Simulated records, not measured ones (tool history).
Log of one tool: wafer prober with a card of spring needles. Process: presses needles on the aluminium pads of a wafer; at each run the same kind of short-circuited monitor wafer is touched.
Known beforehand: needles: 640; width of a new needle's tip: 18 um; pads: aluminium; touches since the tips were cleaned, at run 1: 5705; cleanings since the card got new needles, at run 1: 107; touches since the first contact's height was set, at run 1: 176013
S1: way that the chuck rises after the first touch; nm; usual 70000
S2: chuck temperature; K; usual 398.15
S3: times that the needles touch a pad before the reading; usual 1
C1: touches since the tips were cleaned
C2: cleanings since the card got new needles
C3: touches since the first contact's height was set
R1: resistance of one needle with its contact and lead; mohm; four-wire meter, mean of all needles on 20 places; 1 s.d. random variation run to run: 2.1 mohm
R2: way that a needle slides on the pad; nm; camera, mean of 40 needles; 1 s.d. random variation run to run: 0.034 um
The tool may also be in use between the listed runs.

| run | day | S1 | S2 | S3 | C1 | C2 | C3 | R1 | R2 |
|---|---|---|---|---|---|---|---|---|---|
| 1 | 0.000 | 70000 | 398.15 | 1 | 5705 | 107 | 176013 | 392 | 8480 |
|  | 0.425 | tips cleaned on abrasive film |
|  | 1.375 | tips cleaned on abrasive film |
| 2 | 1.454 | 70000 | 398.15 | 1 | 696 | 109 | 189343 | 291 | 8460 |
|  | 2.325 | tips cleaned on abrasive film |
|  | 2.767 | height of the first contact set anew |
|  | 3.392 | tips cleaned on abrasive film |
|  | 4.462 | tips cleaned on abrasive film |
| 3 | 4.833 | 70000 | 398.15 | 1 | 3406 | 112 | 19011 | 370 | 8680 |
|  | 5.488 | tips cleaned on abrasive film |
|  | 6.492 | tips cleaned on abrasive film |
|  | 7.512 | tips cleaned on abrasive film |
| 4 | 8.096 | 70000 | 318.15 | 1 | 5375 | 115 | 49003 | 374 | 8660 |
|  | 8.533 | tips cleaned on abrasive film |
|  | 9.546 | tips cleaned on abrasive film |
| 5 | 10.250 | 70000 | 318.15 | 1 | 6475 | 117 | 68823 | 406 | 8610 |
|  | 10.421 | tips cleaned on abrasive film |
|  | 11.450 | tips cleaned on abrasive film |
| 6 | 11.908 | 70000 | 398.15 | 3 | 4242 | 119 | 84079 | 288 | 8640 |
|  | 12.496 | tips cleaned on abrasive film |
|  | 13.408 | tips cleaned on abrasive film |
| 7 | 13.583 | 70000 | 398.15 | 3 | 1592 | 121 | 99438 | 265 | 8570 |
|  | 14.396 | tips cleaned on abrasive film |
|  | 15.300 | tips cleaned on abrasive film |
|  | 16.262 | tips cleaned on abrasive film |
| 8 | 16.942 | 70000 | 398.15 | 1 | 6268 | 124 | 130342 | 401 | 8580 |
|  | 17.162 | tips cleaned on abrasive film |
|  | 18.250 | tips cleaned on abrasive film |
|  | 19.338 | tips cleaned on abrasive film |
| 9 | 20.117 | 70000 | 398.15 | 1 | 7187 | 127 | 159535 | 406 | 8530 |
|  | 20.338 | tips cleaned on abrasive film |
|  | 21.296 | tips cleaned on abrasive film |
|  | 22.262 | tips cleaned on abrasive film |
|  | 23.342 | tips cleaned on abrasive film |
| 10 | 23.442 | 70000 | 398.15 | 1 | 886 | 131 | 190057 | 301 | 8480 |
|  | 24.354 | tips cleaned on abrasive film |
|  | 24.738 | height of the first contact set anew |
|  | 25.350 | tips cleaned on abrasive film |
| 11 | 25.388 | 70000 | 398.15 | 1 | 313 | 133 | 5946 | 275 | 8710 |
|  | 26.350 | tips cleaned on abrasive film |
| 12 | 26.779 | 70000 | 398.15 | 1 | 3966 | 134 | 18784 | 386 | 8620 |
|  | 27.438 | tips cleaned on abrasive film |
|  | 28.500 | tips cleaned on abrasive film |
|  | 29.538 | tips cleaned on abrasive film |
| 13 | 29.708 | 70000 | 309.15 | 1 | 1574 | 137 | 45696 | 323 | 8640 |
|  | 30.550 | tips cleaned on abrasive film |
|  | 31.638 | tips cleaned on abrasive film |
| 14 | 31.708 | 70000 | 309.15 | 1 | 629 | 139 | 64080 | 279 | 8670 |
|  | 32.533 | tips cleaned on abrasive film |
|  | 33.575 | tips cleaned on abrasive film |
|  | 34.588 | tips cleaned on abrasive film |
| 15 | 34.888 | 70000 | 309.15 | 1 | 2762 | 142 | 93309 | 371 | 8610 |
|  | 35.492 | tips cleaned on abrasive film |
|  | 36.492 | tips cleaned on abrasive film |
| 16 | 36.842 | 70000 | 365.15 | 1 | 3222 | 144 | 111269 | 366 | 8580 |
|  | 37.496 | tips cleaned on abrasive film |
|  | 38.558 | tips cleaned on abrasive film |
| 17 | 38.675 | 70000 | 398.15 | 2 | 1079 | 146 | 128117 | 278 | 8550 |
|  | 39.467 | tips cleaned on abrasive film |
|  | 40.504 | tips cleaned on abrasive film |
|  | 41.454 | tips cleaned on abrasive film |
| 18 | 41.854 | 70000 | 398.15 | 2 | 3683 | 149 | 157358 | 323 | 8490 |
|  | 42.479 | tips cleaned on abrasive film |
|  | 43.533 | tips cleaned on abrasive film |
| 19 | 43.979 | 57000 | 387.15 | 3 | 4104 | 151 | 176914 | 334 | 6890 |
|  | 44.533 | tips cleaned on abrasive film |
|  | 45.621 | tips cleaned on abrasive film |
|  | 46.496 | tips cleaned on abrasive film |
|  | 46.679 | height of the first contact set anew |
| 20 | 46.888 | 57000 | 387.15 | 3 | 3510 | 154 | 1924 | 317 | 7080 |
|  | 47.479 | tips cleaned on abrasive film |
|  | 48.558 | tips cleaned on abrasive film |
|  | 49.558 | tips cleaned on abrasive film |
| 21 | 50.288 | 57000 | 387.15 | 3 | 6726 | 157 | 33197 | 341 | 7060 |
|  | 50.508 | tips cleaned on abrasive film |
|  | 51.521 | tips cleaned on abrasive film |
| 22 | 52.296 | 84000 | 332.15 | 1 | 7166 | 159 | 51679 | 367 | 10390 |
|  | 52.517 | tips cleaned on abrasive film |
|  | 53.608 | tips cleaned on abrasive film |
|  | 54.479 | tips cleaned on abrasive film |
| 23 | 54.946 | 85000 | 322.15 | 1 | 4309 | 162 | 76025 | 346 | 10520 |
|  | 55.367 | tips cleaned on abrasive film |
|  | 56.388 | tips cleaned on abrasive film |
|  | 57.379 | tips cleaned on abrasive film |
| 24 | 57.808 | 85000 | 322.15 | 1 | 3964 | 165 | 102340 | 341 | 10400 |
|  | 58.400 | tips cleaned on abrasive film |
|  | 59.475 | tips cleaned on abrasive film |
|  | 60.504 | tips cleaned on abrasive film |
| 25 | 60.800 | 66000 | 307.15 | 2 | 2716 | 168 | 129832 | 332 | 8010 |
|  | 61.454 | tips cleaned on abrasive film |
|  | 62.404 | tips cleaned on abrasive film |
| 26 | 62.404 | 66000 | 307.15 | 2 | 0 | 170 | 144551 | 226 | 8080 |
|  | 63.371 | tips cleaned on abrasive film |
| 27 | 64.150 | 72000 | 328.15 | 2 | 7168 | 171 | 160637 | 344 | 8810 |
|  | 64.371 | tips cleaned on abrasive film |
|  | 65.446 | tips cleaned on abrasive film |
|  | 66.446 | tips cleaned on abrasive film |
| 28 | 66.758 | 72000 | 328.15 | 2 | 2855 | 174 | 184597 | 303 | 8680 |

Same runs, no hidden state in the tool, same run-to-run variation:
The hidden state here: debris on the tips, nm; way that the needles fall short of the set height, um; tips' diameter, um; drift of the gauge itself on contact_mohm, %; drift of the gauge itself on scrub_um, %.
| run | R1 | R2 |
|---|---|---|
| 1 | 236 | 8690 |
| 2 | 235 | 8690 |
| 3 | 235 | 8710 |
| 4 | 212 | 8720 |
| 5 | 216 | 8690 |
| 6 | 235 | 8750 |
| 7 | 234 | 8700 |
| 8 | 235 | 8750 |
| 9 | 233 | 8730 |
| 10 | 232 | 8730 |
| 11 | 237 | 8730 |
| 12 | 239 | 8640 |
| 13 | 208 | 8700 |
| 14 | 215 | 8750 |
| 15 | 213 | 8730 |
| 16 | 225 | 8710 |
| 17 | 233 | 8710 |
| 18 | 234 | 8670 |
| 19 | 239 | 7100 |
| 20 | 238 | 7080 |
| 21 | 239 | 7090 |
| 22 | 220 | 10440 |
| 23 | 216 | 10610 |
| 24 | 213 | 10530 |
| 25 | 214 | 8180 |
| 26 | 213 | 8260 |
| 27 | 218 | 9010 |
| 28 | 218 | 8910 |

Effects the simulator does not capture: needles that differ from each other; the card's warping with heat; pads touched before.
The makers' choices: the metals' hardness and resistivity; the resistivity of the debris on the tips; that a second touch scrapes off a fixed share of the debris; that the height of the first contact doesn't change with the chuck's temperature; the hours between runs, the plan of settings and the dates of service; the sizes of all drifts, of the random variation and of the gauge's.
